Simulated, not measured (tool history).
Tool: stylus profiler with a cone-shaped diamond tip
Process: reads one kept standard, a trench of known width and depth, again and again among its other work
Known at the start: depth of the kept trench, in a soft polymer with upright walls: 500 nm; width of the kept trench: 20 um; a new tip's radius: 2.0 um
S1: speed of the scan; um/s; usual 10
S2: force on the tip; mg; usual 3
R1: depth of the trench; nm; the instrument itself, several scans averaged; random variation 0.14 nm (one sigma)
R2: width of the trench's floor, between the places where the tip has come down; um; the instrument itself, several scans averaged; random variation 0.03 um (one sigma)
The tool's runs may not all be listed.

{"run": 1, "hour": 0.0, "S1": 10, "S2": 3, "R1": 509.33, "R2": 17.02}
{"run": 2, "hour": 38.2, "S1": 9, "S2": 3, "R1": 509.28, "R2": 17.13}
{"run": 3, "hour": 68.9, "S1": 10, "S2": 2.82, "R1": 509.19, "R2": 17.09}
{"run": 4, "hour": 113.6, "S1": 10, "S2": 2.82, "R1": 509.19, "R2": 17.02}
{"run": 5, "hour": 140.9, "S1": 10, "S2": 2.82, "R1": 509.33, "R2": 16.98}
{"run": 6, "hour": 185.8, "S1": 10, "S2": 8.51, "R1": 517.58, "R2": 17.04}
{"run": 7, "hour": 232.7, "S1": 10, "S2": 8.51, "R1": 517.21, "R2": 17.07}
{"run": 8, "hour": 289.0, "S1": 10, "S2": 8.51, "R1": 517.59, "R2": 17}
{"run": 9, "hour": 337.9, "S1": 10, "S2": 8.51, "R1": 517.52, "R2": 17.01}
{"run": 10, "hour": 394.4, "S1": 10, "S2": 3, "R1": 509.99, "R2": 17.01}
{"run": 11, "hour": 433.6, "S1": 10, "S2": 3, "R1": 509.87, "R2": 16.96}
{"run": 12, "hour": 484.4, "S1": 10, "S2": 3, "R1": 509.99, "R2": 16.93}
{"run": 13, "hour": 523.7, "S1": 10, "S2": 1.83, "R1": 507.84, "R2": 16.96}
{"run": 14, "hour": 558.0, "S1": 10, "S2": 1.83, "R1": 507.76, "R2": 16.95}
{"run": 15, "hour": 602.3, "S1": 10, "S2": 3, "R1": 510.13, "R2": 16.94}
{"run": 16, "hour": 635.3, "S1": 10, "S2": 3, "R1": 510.13, "R2": 16.96}
{"run": 17, "hour": 664.3, "S1": 10, "S2": 3, "R1": 510.21, "R2": 16.88}
{"run": 18, "hour": 707.8, "S1": 10, "S2": 2.3, "R1": 508.98, "R2": 16.94}
{"run": 19, "hour": 731.7, "S1": 10, "S2": 2.58, "R1": 509.25, "R2": 16.92}
{"run": 20, "hour": 762.4, "S1": 10, "S2": 2.58, "R1": 509.39, "R2": 16.92}
{"run": 21, "hour": 810.5, "S1": 10, "S2": 2.58, "R1": 509.49, "R2": 16.91}
{"run": 22, "hour": 845.9, "S1": 5, "S2": 3, "R1": 510.44, "R2": 16.92}
{"run": 23, "hour": 876.7, "S1": 5, "S2": 3, "R1": 510.38, "R2": 16.84}
{"run": 24, "hour": 921.6, "S1": 29, "S2": 1.9, "R1": 508.4, "R2": 16.83}
{"run": 25, "hour": 946.1, "S1": 2, "S2": 1.2, "R1": 507.08, "R2": 16.91}
{"run": 26, "hour": 992.9, "S1": 3, "S2": 4.51, "R1": 512.84, "R2": 16.89}
{"run": 27, "hour": 1018.5, "S1": 3, "S2": 4.51, "R1": 513.27, "R2": 16.86}
{"run": 28, "hour": 1057.0, "S1": 10, "S2": 1.17, "R1": 507.13, "R2": 16.81}
{"run": 29, "hour": 1105.2, "S1": 5, "S2": 2.65, "R1": 510.11, "R2": 16.87}
{"run": 30, "hour": 1150.4, "S1": 5, "S2": 2.65, "R1": 510.24, "R2": 16.87}
{"run": 31, "hour": 1200.0, "S1": 5, "S2": 2.65, "R1": 510.15, "R2": 16.82}
{"run": 32, "hour": 1241.0, "S1": 5, "S2": 2.65, "R1": 510.15, "R2": 16.86}
{"run": 33, "hour": 1284.2, "S1": 22, "S2": 3.2, "R1": 511.21, "R2": 16.8}
{"run": 34, "hour": 1337.9, "S1": 3, "S2": 3, "R1": 510.8, "R2": 16.81}
{"run": 35, "hour": 1389.3, "S1": 5, "S2": 3, "R1": 510.97, "R2": 16.76}
{"hour": 1394.3, "done": "height scale calibrated on a step standard"}
{"run": 36, "hour": 1447.6, "S1": 6, "S2": 7.06, "R1": 513.52, "R2": 16.82}
{"run": 37, "hour": 1480.8, "S1": 36, "S2": 1, "R1": 503.88, "R2": 16.67}
{"run": 38, "hour": 1506.2, "S1": 5, "S2": 4.28, "R1": 510.09, "R2": 16.78}
{"run": 39, "hour": 1540.6, "S1": 10, "S2": 3.97, "R1": 509.6, "R2": 16.8}
{"run": 40, "hour": 1593.8, "S1": 32, "S2": 4.21, "R1": 510.09, "R2": 16.71}
{"run": 41, "hour": 1627.0, "S1": 27, "S2": 3, "R1": 508.01, "R2": 16.73}
{"run": 42, "hour": 1655.5, "S1": 2, "S2": 1.06, "R1": 504.47, "R2": 16.79}
{"run": 43, "hour": 1682.2, "S1": 26, "S2": 2.12, "R1": 506.4, "R2": 16.69}
{"run": 44, "hour": 1739.5, "S1": 26, "S2": 2.12, "R1": 506.49, "R2": 16.68}
{"run": 45, "hour": 1797.0, "S1": 7, "S2": 2.64, "R1": 507.54, "R2": 16.7}
{"run": 46, "hour": 1854.1, "S1": 10, "S2": 3.26, "R1": 509.05, "R2": 16.7}

3 ways to go on from here, each from the tool as it stands after run 46. What would each give?
{"run": "A", "hour": 1902.7, "S1": 22, "S2": 3.63, "R1": "?", "R2": "?"}
{"run": "B", "hour": 1902.7, "S1": 10, "S2": 4.56, "R1": "?", "R2": "?"}
{"run": "C", "hour": 1902.7, "S1": 22, "S2": 3.26, "R1": "?", "R2": "?"}

run=A R1=509.3 R2=16.72
run=B R1=510.99 R2=16.68
run=C R1=508.82 R2=16.69
Without the tool's hidden state the same runs would have given:
run=A R1=508.6 R2=17.34
run=B R1=510.29 R2=17.3
run=C R1=508.12 R2=17.31
